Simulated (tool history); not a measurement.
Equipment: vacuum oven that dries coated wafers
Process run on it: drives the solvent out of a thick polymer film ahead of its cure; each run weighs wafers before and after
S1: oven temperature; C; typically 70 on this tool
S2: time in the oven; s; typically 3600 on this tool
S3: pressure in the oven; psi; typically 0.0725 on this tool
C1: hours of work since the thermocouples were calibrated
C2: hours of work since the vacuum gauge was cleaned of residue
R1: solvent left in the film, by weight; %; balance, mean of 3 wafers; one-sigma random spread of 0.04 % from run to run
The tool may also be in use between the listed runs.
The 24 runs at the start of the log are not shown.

run	day	S1	S2	S3	C1	C2	R1
25	8.458	71	5400	0.0418	251	165	0.31
26	8.708	71	5400	0.0418	254	168	0.30
27	9.033	78	4260	0.0760	257	171	0.37
28	9.242	80	5100	0.0760	259	173	0.25
29	9.638	55	2460	0.0615	263	177	8.28
30	9.867	79	2460	0.1556	265	179	0.95
31	10.300	79	2460	0.1556	269	183	1.00
32	10.767	85	1920	0.1023	274	188	0.59
33	11.212	78	3600	0.0725	279	193	0.36
34	11.438	78	3600	0.1394	281	195	0.67
35	11.825	78	3600	0.1394	285	199	0.66
36	12.167	65	2880	0.0770	288	202	3.45
37	12.483	65	2880	0.0770	291	205	3.42
38	12.896	66	2940	0.0390	295	209	2.85
39	13.138	76	5160	0.0408	298	212	0.20
40	13.379	76	2100	0.1664	300	214	1.98
41	13.617	76	2100	0.1664	303	217	2.02
42	14.062	76	2100	0.0365	307	221	1.60
43	14.554	79	3480	0.1730	312	226	0.74
44	14.829	79	3480	0.1730	315	229	0.69

Here are 3 independent what-if runs from the current tool condition. What would each one return?
A	15.133	77	3000	0.0991	318	232	?
B	15.133	70	3360	0.0365	318	232	?
C	15.133	73	3480	0.0994	318	232	?

run	R1
A	0.74
B	1.18
C	0.92
Without the tool's hidden state the same runs would have given:
run	R1
A	0.64
B	1.02
C	0.81
